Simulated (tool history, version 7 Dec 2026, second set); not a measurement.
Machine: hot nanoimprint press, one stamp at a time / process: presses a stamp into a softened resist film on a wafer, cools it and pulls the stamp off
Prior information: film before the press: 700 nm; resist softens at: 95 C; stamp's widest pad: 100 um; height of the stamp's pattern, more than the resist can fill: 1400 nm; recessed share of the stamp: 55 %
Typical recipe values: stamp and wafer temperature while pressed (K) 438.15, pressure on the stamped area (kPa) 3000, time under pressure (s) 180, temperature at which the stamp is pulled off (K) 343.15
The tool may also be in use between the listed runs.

run	day	stamp and wafer temperature while pressed (K)	pressure on the stamped area (kPa)	time under pressure (s)	temperature at which the stamp is pulled off (K)	resist left under the stamp's widest pad (Å)	greatest force while the stamp is pulled off (N)
1	0	438.15	3000	180	343.15	3725	172
# day 1.071: stamp cleaned and given a new release coat
2	1.471	438.15	3000	180	343.15	3744	142
3	3.508	438.15	3000	204	343.15	3588	150
4	5.654	438.15	3000	204	343.15	3602	152
5	7.9	438.15	3320	204	343.15	3484	163
6	8.971	438.15	3990	180	343.15	3413	162
7	11.054	438.15	3170	180	343.15	3764	171
# day 12.525: stamp cleaned and given a new release coat
8	12.679	438.15	4350	180	343.15	3338	140
# day 12.971: plate thermocouple calibrated
9	14.867	438.15	4350	180	343.15	3162	138
10	16.05	438.15	4350	180	343.15	3209	150
11	17.708	438.15	4350	180	343.15	3182	148
12	18.971	446.15	3000	180	343.15	2614	154
13	20.8	438.15	2460	168	340.15	4065	177
14	22.492	439.15	3000	95	343.15	4418	163
# day 24.158: stamp cleaned and given a new release coat
15	24.896	426.15	3000	105	343.15	6089	138
16	26.917	449.15	3000	105	338.15	2892	165
17	28.854	440.15	3000	180	330.15	3457	211
18	30.604	440.15	3350	207	340.15	3148	177
# day 32.892: press's hydraulic seals changed and the load cell set to zero
19	33.008	440.15	3350	207	340.15	3127	180

Predict each of these 5 candidate next runs independently; none follows another, all start after run 19:
A	34.354	436.15	2310	248	340.15	?	?
B	34.354	438.15	3000	155	347.15	?	?
C	34.354	440.15	3350	108	340.15	?	?
D	34.354	440.15	3350	207	340.15	?	?
E	34.354	430.15	2230	319	343.15	?	?

run	resist left under the stamp's widest pad (Å)	greatest force while the stamp is pulled off (N)
A	4055	184
B	3933	149
C	3952	183
D	3117	180
E	4898	169
Without the tool's hidden state the same runs would have given:
run	resist left under the stamp's widest pad (Å)	greatest force while the stamp is pulled off (N)
A	3921	150
B	3803	121
C	3824	149
D	3000	146
E	4755	137
